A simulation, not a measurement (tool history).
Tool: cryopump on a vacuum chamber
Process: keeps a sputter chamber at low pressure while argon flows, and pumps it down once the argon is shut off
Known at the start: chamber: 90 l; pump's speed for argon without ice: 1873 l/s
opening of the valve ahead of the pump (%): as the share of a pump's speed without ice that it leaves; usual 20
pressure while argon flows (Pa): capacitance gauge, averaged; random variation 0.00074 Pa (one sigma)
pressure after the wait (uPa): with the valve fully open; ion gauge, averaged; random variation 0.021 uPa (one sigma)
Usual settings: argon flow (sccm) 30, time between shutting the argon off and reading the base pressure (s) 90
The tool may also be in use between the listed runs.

run   hour  argon flow (sccm)  time between shutting the argon off and reading the base pressure (s)  opening of the valve ahead of the pump (%)  pressure while argon flows (Pa)  pressure after the wait (uPa)
  1    0.0                 30                                                                     90                                          20                           0.1442                           0.94
  2   12.3                 30                                                                     90                                          20                           0.1451                           0.94
  3   29.9                 30                                                                     90                                          49                           0.0651                           0.89
  4   44.6                 30                                                                     26                                          20                           0.1440                           1.80
  5   56.3                 30                                                                     90                                          15                           0.1897                           0.99
  6   83.0                 30                                                                     90                                          15                           0.1905                           1.05
  7  106.0                 56                                                                     24                                          17                           0.3183                           1.95
  8  129.5                 18                                                                     24                                          30                           0.0619                           1.89
  9  143.0                 42                                                                    140                                          30                           0.1422                           0.92
 10  166.8                 34                                                                     90                                          20                           0.1669                           1.06
 11  183.4                 30                                                                     93                                          37                           0.0863                           1.06
 12  202.0                 30                                                                     93                                          37                           0.0855                           1.05

Forecast each of these 4 alternatives for the next run:
  A  220.2                 47                                                                    246                                          37                                ?                              ?
  B  220.2                 20                                                                     26                                          42                                ?                              ?
  C  220.2                 16                                                                     67                                          20                                ?                              ?
  D  220.2                 46                                                                     90                                          50                                ?                              ?

run  pressure while argon flows (Pa)  pressure after the wait (uPa)
  A                           0.1335                           0.84
  B                           0.0513                           1.89
  C                           0.0794                           1.18
  D                           0.1027                           1.08
Without the tool's hidden state the same runs would have given:
run  pressure while argon flows (Pa)  pressure after the wait (uPa)
  A                           0.1136                           0.26
  B                           0.0428                           1.32
  C                           0.0726                           0.60
  D                           0.0832                           0.50
